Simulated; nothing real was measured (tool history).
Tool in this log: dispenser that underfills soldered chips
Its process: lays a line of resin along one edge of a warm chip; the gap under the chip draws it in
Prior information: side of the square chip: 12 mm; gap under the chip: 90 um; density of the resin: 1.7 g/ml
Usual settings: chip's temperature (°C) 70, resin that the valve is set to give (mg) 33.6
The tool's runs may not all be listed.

run  hour  chip's temperature (°C)  resin that the valve is set to give (mg)  time until the resin shows at the far edge (s)  resin that the valve gave (mg)
  1   0.0                       70                                      33.6                                           136.9                           33.43
      2.6  -- new syringe of resin
  2   3.8                       70                                      33.6                                           106.2                           32.97
  3   8.3                       70                                      33.6                                           132.6                           33.14
  4  11.4                       70                                      33.6                                           153.6                           33.35
     12.3  -- new syringe of resin
  5  16.8                       62                                      33.6                                           176.6                           33.15
     21.5  -- new syringe of resin
  6  23.4                       70                                      33.6                                           109.0                           32.72
  7  26.4                       70                                      33.6                                           123.4                           33.09
     31.2  -- new syringe of resin
  8  32.5                       70                                      33.6                                           107.9                           33.34
  9  36.1                       70                                      42.8                                           127.1                           42.05
 10  38.8                       70                                      42.8                                           145.3                           41.59
     40.6  -- new syringe of resin
 11  42.2                       66                                      38.5                                           125.8                           37.64
 12  47.9                       68                                      35.7                                           155.5                           35.04
     50.0  -- new syringe of resin
 13  53.6                       83                                      38.8                                            67.3                           37.62
 14  56.9                       83                                      38.8                                            81.5                           37.77
     59.2  -- new syringe of resin
 15  60.0                       55                                      30.0                                           208.1                           29.18
 16  64.3                       75                                      30.0                                           107.7                           28.99
     68.4  -- new syringe of resin
 17  69.5                       55                                      30.0                                           206.8                           28.93
 18  74.2                       55                                      30.0                                           255.7                           29.05
     77.6  -- new syringe of resin
 19  79.1                       55                                      30.0                                           211.4                           28.89

The next listed run, before its measurement:
 20  81.9                       71                                      37.7                                               ?                               ?

Logged for run 20: time until the resin shows at the far edge (s) 114.4, resin that the valve gave (mg) 36.20.
With the hidden condition absent and the run-to-run variation left alone, this run would have shown time until the resin shows at the far edge (s) 94.4, resin that the valve gave (mg) 37.65.
